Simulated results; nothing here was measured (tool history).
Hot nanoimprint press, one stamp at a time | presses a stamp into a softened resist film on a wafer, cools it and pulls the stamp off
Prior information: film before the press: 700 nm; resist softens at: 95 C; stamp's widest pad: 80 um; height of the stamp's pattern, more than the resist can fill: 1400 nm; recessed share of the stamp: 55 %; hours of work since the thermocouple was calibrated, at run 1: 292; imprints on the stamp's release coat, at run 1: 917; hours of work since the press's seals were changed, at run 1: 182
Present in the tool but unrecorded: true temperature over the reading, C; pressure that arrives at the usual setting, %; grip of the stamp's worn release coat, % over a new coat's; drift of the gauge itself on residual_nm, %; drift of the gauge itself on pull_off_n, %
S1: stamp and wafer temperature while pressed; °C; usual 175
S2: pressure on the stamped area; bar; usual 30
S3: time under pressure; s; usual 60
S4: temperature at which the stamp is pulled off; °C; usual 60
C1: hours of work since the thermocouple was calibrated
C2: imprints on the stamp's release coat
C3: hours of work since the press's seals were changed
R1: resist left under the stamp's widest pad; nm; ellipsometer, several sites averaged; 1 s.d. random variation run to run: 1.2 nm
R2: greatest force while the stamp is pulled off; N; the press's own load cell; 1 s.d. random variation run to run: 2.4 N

run 1 hour=0 | S1=175 S2=30 S3=60 S4=60 | C1=292 C2=917 C3=182 | R1=338.5 R2=113
run 2 hour=26.9 | S1=175 S2=30 S3=60 S4=60 | C1=309 C2=1035 C3=200 | R1=339.1 R2=116
-- hour=52.7 stamp cleaned and given a new release coat
-- hour=59.3 plate thermocouple calibrated
run 3 hour=82.5 | S1=175 S2=30 S3=60 S4=60 | C1=15 C2=116 C3=230 | R1=338.1 R2=104
run 4 hour=117.9 | S1=175 S2=30 S3=60 S4=60 | C1=39 C2=271 C3=254 | R1=339 R2=108
run 5 hour=155.6 | S1=175 S2=30 S3=60 S4=60 | C1=64 C2=435 C3=279 | R1=340.2 R2=110
run 6 hour=189.1 | S1=175 S2=30 S3=60 S4=60 | C1=86 C2=581 C3=301 | R1=336.8 R2=107
run 7 hour=223.6 | S1=175 S2=30 S3=60 S4=54 | C1=109 C2=731 C3=324 | R1=338.1 R2=126
run 8 hour=284.5 | S1=175 S2=30 S3=60 S4=54 | C1=149 C2=996 C3=364 | R1=338.8 R2=125
-- hour=317.4 stamp cleaned and given a new release coat
run 9 hour=323.3 | S1=175 S2=30 S3=60 S4=54 | C1=171 C2=26 C3=386 | R1=339.9 R2=123
run 10 hour=359.5 | S1=175 S2=30 S3=60 S4=54 | C1=195 C2=184 C3=410 | R1=339.4 R2=125
run 11 hour=407.8 | S1=175 S2=30 S3=60 S4=54 | C1=227 C2=394 C3=442 | R1=339.6 R2=122
run 12 hour=434.8 | S1=175 S2=30 S3=60 S4=54 | C1=245 C2=512 C3=460 | R1=338.7 R2=125
run 13 hour=477.4 | S1=175 S2=30 S3=60 S4=54 | C1=273 C2=697 C3=488 | R1=337.8 R2=124
run 14 hour=519.3 | S1=175 S2=30 S3=36 S4=60 | C1=300 C2=879 C3=515 | R1=398.4 R2=110
-- hour=557.1 plate thermocouple calibrated
run 15 hour=564.9 | S1=175 S2=30 S3=36 S4=60 | C1=5 C2=1065 C3=544 | R1=398.1 R2=110
-- hour=583.8 stamp cleaned and given a new release coat
run 16 hour=631.5 | S1=175 S2=29.7 S3=47 S4=60 | C1=45 C2=208 C3=584 | R1=369.1 R2=114
run 17 hour=684.6 | S1=175 S2=29.7 S3=47 S4=60 | C1=80 C2=439 C3=619 | R1=369 R2=111
run 18 hour=746.1 | S1=175 S2=29.7 S3=54 S4=60 | C1=121 C2=707 C3=660 | R1=351.7 R2=113
run 19 hour=804.5 | S1=175 S2=29.7 S3=54 S4=60 | C1=160 C2=961 C3=698 | R1=353.4 R2=111
-- hour=845.6 stamp cleaned and given a new release coat
run 20 hour=862.3 | S1=163 S2=28.7 S3=49 S4=51 | C1=194 C2=73 C3=733 | R1=468.5 R2=123
run 21 hour=887.3 | S1=175 S2=30 S3=33 S4=48 | C1=211 C2=181 C3=749 | R1=408.1 R2=141
run 22 hour=937.3 | S1=169 S2=32.3 S3=35 S4=48 | C1=244 C2=399 C3=782 | R1=434.5 R2=139
run 23 hour=969.8 | S1=169 S2=32.3 S3=35 S4=48 | C1=265 C2=541 C3=804 | R1=433.5 R2=143
run 24 hour=1005.1 | S1=175 S2=30 S3=60 S4=50 | C1=289 C2=694 C3=827 | R1=338.8 R2=135
run 25 hour=1041.9 | S1=176 S2=24.7 S3=60 S4=60 | C1=313 C2=855 C3=851 | R1=368.3 R2=112
-- hour=1061.6 plate thermocouple calibrated
run 26 hour=1087 | S1=183 S2=44.3 S3=101 S4=55 | C1=17 C2=1038 C3=879 | R1=189 R2=124
-- hour=1112.1 stamp cleaned and given a new release coat
run 27 hour=1139.7 | S1=175 S2=30 S3=38 S4=60 | C1=48 C2=121 C3=910 | R1=390.3 R2=109
run 28 hour=1172.8 | S1=164 S2=30 S3=116 S4=60 | C1=70 C2=265 C3=932 | R1=351.4 R2=109
run 29 hour=1204.8 | S1=164 S2=33.8 S3=46 S4=51 | C1=91 C2=404 C3=953 | R1=437 R2=127
run 30 hour=1260.5 | S1=164 S2=33.8 S3=46 S4=51 | C1=128 C2=646 C3=990 | R1=436.7 R2=131

Hidden condition of the tool, last listed run before each entry between runs versus first listed run after:
From run 2 to run 3: stamp cleaned and given a new release coat (hour 52.7); plate thermocouple calibrated (hour 59.3)
  true temperature over the reading, C: -0.03 -> 0; pressure that arrives at the usual setting, %: 99.99 -> 99.98; grip of the stamp's worn release coat, % over a new coat's: 1.1 -> 0.1
From run 8 to run 9: stamp cleaned and given a new release coat (hour 317.4)
  grip of the stamp's worn release coat, % over a new coat's: 1 -> 0
From run 14 to run 15: plate thermocouple calibrated (hour 557.1)
  true temperature over the reading, C: -0.04 -> -0.01; grip of the stamp's worn release coat, % over a new coat's: 0.9 -> 1.1
From run 15 to run 16: stamp cleaned and given a new release coat (hour 583.8)
  grip of the stamp's worn release coat, % over a new coat's: 1.1 -> 0.2
From run 19 to run 20: stamp cleaned and given a new release coat (hour 845.6)
  pressure that arrives at the usual setting, %: 99.94 -> 99.93; grip of the stamp's worn release coat, % over a new coat's: 1 -> 0.1
From run 25 to run 26: plate thermocouple calibrated (hour 1061.6)
  true temperature over the reading, C: -0.04 -> 0; grip of the stamp's worn release coat, % over a new coat's: 0.9 -> 1.1
From run 26 to run 27: stamp cleaned and given a new release coat (hour 1112.1)
  pressure that arrives at the usual setting, %: 99.92 -> 99.91; grip of the stamp's worn release coat, % over a new coat's: 1.1 -> 0.1
